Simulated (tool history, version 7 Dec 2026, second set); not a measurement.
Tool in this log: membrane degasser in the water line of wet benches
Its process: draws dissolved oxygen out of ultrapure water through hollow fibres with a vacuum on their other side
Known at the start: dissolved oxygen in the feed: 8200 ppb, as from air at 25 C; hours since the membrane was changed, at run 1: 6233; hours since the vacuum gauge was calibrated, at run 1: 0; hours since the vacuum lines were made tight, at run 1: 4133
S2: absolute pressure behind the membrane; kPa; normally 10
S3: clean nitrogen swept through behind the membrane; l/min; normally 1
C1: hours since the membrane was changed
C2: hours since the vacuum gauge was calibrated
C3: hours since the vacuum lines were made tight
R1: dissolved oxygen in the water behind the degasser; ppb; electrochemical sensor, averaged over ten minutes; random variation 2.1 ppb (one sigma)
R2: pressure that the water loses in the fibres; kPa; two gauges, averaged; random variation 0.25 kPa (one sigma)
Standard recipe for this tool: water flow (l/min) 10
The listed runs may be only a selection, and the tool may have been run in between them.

run 1 day=0 | water_flow_(l/min)=10 S2=10 S3=1 | C1=6233 C2=0 C3=4133 | R1=216.6 R2=69.59
run 2 day=7.129 | water_flow_(l/min)=10 S2=10 S3=2.77 | C1=6404 C2=171 C3=4304 | R1=113.7 R2=70.15
run 3 day=13.1 | water_flow_(l/min)=10 S2=10 S3=2.77 | C1=6547 C2=314 C3=4448 | R1=116.2 R2=69.74
run 4 day=24.538 | water_flow_(l/min)=10 S2=10 S3=2.77 | C1=6822 C2=589 C3=4722 | R1=115.4 R2=69.95
run 5 day=34.95 | water_flow_(l/min)=10 S2=8.4 S3=2.77 | C1=7072 C2=839 C3=4972 | R1=103.2 R2=70.11
run 6 day=41.85 | water_flow_(l/min)=10 S2=10 S3=1 | C1=7237 C2=1004 C3=5137 | R1=222.9 R2=69.92
run 7 day=47.208 | water_flow_(l/min)=6 S2=10 S3=1 | C1=7366 C2=1133 C3=5266 | R1=115.3 R2=41.81
run 8 day=56.908 | water_flow_(l/min)=10 S2=10 S3=1.81 | C1=7599 C2=1366 C3=5499 | R1=150.9 R2=70.24
run 9 day=62.35 | water_flow_(l/min)=10 S2=10 S3=1.81 | C1=7729 C2=1496 C3=5629 | R1=152.3 R2=70.16
run 10 day=73.479 | water_flow_(l/min)=14 S2=10 S3=1 | C1=7996 C2=1763 C3=5897 | R1=368.3 R2=98.57
run 11 day=83.925 | water_flow_(l/min)=14 S2=10 S3=1 | C1=8247 C2=2014 C3=6147 | R1=374 R2=99.11
run 12 day=94.417 | water_flow_(l/min)=14 S2=10 S3=1 | C1=8499 C2=2266 C3=6399 | R1=374.3 R2=98.71
run 13 day=102.792 | water_flow_(l/min)=14 S2=10 S3=1 | C1=8700 C2=2467 C3=6600 | R1=370.8 R2=98.44
run 14 day=114.208 | water_flow_(l/min)=10 S2=7.2 S3=1 | C1=8974 C2=2741 C3=6874 | R1=156.3 R2=70.39
run 15 day=120.721 | water_flow_(l/min)=10 S2=7.2 S3=1 | C1=9130 C2=2897 C3=7030 | R1=159.6 R2=70.53
run 16 day=131.458 | water_flow_(l/min)=10 S2=7.2 S3=1 | C1=9388 C2=3155 C3=7288 | R1=161.1 R2=70.54
run 17 day=137.925 | water_flow_(l/min)=10 S2=23.3 S3=2.03 | C1=9543 C2=3310 C3=7443 | R1=309.8 R2=70.88
run 18 day=143.121 | water_flow_(l/min)=10 S2=23.3 S3=2.03 | C1=9668 C2=3435 C3=7568 | R1=308.3 R2=70.51
run 19 day=151.75 | water_flow_(l/min)=10 S2=10 S3=1.66 | C1=9875 C2=3642 C3=7775 | R1=165.5 R2=71.13
run 20 day=157.854 | water_flow_(l/min)=8 S2=9.2 S3=1.03 | C1=10021 C2=3788 C3=7922 | R1=153 R2=56.94
-- day=158.5 seals of the vacuum lines changed
run 21 day=166.733 | water_flow_(l/min)=12 S2=19.7 S3=1 | C1=10233 C2=4000 C3=198 | R1=543.7 R2=85.89
run 22 day=177.583 | water_flow_(l/min)=12 S2=19.7 S3=1 | C1=10493 C2=4260 C3=458 | R1=540.7 R2=85.72
-- day=178.162 vacuum gauge calibrated
run 23 day=182.429 | water_flow_(l/min)=10 S2=10.5 S3=1 | C1=10609 C2=102 C3=574 | R1=239.6 R2=71.25
run 24 day=190.942 | water_flow_(l/min)=10 S2=19.4 S3=1.79 | C1=10813 C2=307 C3=778 | R1=279.9 R2=71.26
run 25 day=200.346 | water_flow_(l/min)=7 S2=9.1 S3=1.24 | C1=11039 C2=532 C3=1004 | R1=103.3 R2=50.12
run 26 day=210.667 | water_flow_(l/min)=8 S2=22.9 S3=2.78 | C1=11287 C2=780 C3=1252 | R1=172.1 R2=56.98
run 27 day=219.475 | water_flow_(l/min)=7 S2=10 S3=0.65 | C1=11498 C2=992 C3=1463 | R1=202.5 R2=50.04
run 28 day=225.312 | water_flow_(l/min)=7 S2=10 S3=0.65 | C1=11638 C2=1132 C3=1603 | R1=199.9 R2=49.99
run 29 day=235.146 | water_flow_(l/min)=10 S2=10 S3=0.92 | C1=11874 C2=1368 C3=1839 | R1=242.7 R2=71.34
-- day=240.733 vacuum gauge calibrated, once more
run 30 day=240.771 | water_flow_(l/min)=10 S2=10 S3=0.92 | C1=12008 C2=1 C3=1973 | R1=227 R2=71.68
run 31 day=248.583 | water_flow_(l/min)=7 S2=10 S3=1 | C1=12196 C2=188 C3=2161 | R1=134.5 R2=50.09
run 32 day=258.671 | water_flow_(l/min)=8 S2=10 S3=1.32 | C1=12438 C2=431 C3=2403 | R1=128.6 R2=57.06

Each row is a separate what-if for the run after 32, all from the same tool condition, not one after another. Results?
run A day=269.496 | water_flow_(l/min)=13 S2=19.2 S3=0.74 | C1=12698 C2=690 C3=2663 | R1=? R2=?
run B day=269.496 | water_flow_(l/min)=10 S2=13.1 S3=1.32 | C1=12698 C2=690 C3=2663 | R1=? R2=?
run C day=269.496 | water_flow_(l/min)=10 S2=10 S3=1.62 | C1=12698 C2=690 C3=2663 | R1=? R2=?

run=A R1=722.4 R2=92.92
run=B R1=239.3 R2=71.27
run=C R1=164.5 R2=71.69
Take away the tool's hidden state, keep each run's random variation, and the runs would have read:
run=A R1=690.8 R2=88.18
run=B R1=221.2 R2=67.63
run=C R1=147.7 R2=68.04

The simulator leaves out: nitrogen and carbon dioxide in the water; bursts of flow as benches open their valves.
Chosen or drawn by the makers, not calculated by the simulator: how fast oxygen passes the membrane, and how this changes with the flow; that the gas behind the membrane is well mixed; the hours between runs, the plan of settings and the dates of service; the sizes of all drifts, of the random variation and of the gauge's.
